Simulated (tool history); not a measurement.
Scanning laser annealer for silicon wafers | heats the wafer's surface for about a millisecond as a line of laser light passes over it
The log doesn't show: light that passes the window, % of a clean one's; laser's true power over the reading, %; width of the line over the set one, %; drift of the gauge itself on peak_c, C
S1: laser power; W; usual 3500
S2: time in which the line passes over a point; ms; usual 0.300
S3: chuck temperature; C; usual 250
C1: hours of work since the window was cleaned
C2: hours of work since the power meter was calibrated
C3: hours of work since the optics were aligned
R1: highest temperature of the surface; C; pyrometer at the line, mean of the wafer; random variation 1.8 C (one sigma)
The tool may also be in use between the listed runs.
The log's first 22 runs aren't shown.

run	day	S1	S2	S3	C1	C2	C3	R1
23	48.446	3183	0.319	239	542	823	1591	921
24	50.792	3500	0.296	228	582	862	1630	947
25	53.075	3500	0.296	228	620	900	1668	945
# day 53.946: window over the wafer cleaned
26	55.850	3500	0.296	228	32	945	1713	944
27	58.479	3095	0.300	275	76	988	1757	922
28	60.004	3095	0.300	275	101	1014	1782	918
29	61.608	3500	0.263	279	128	1041	1809	956
# day 62.821: optics aligned, line set to its width
30	63.121	3027	0.307	252	149	1062	5	894

Forecast run 31:
31	65.004	3027	0.307	252	181	1094	36	?

Run 31 gave R1 891 C.
Without the tool's hidden state the same run would have given R1 892 C.

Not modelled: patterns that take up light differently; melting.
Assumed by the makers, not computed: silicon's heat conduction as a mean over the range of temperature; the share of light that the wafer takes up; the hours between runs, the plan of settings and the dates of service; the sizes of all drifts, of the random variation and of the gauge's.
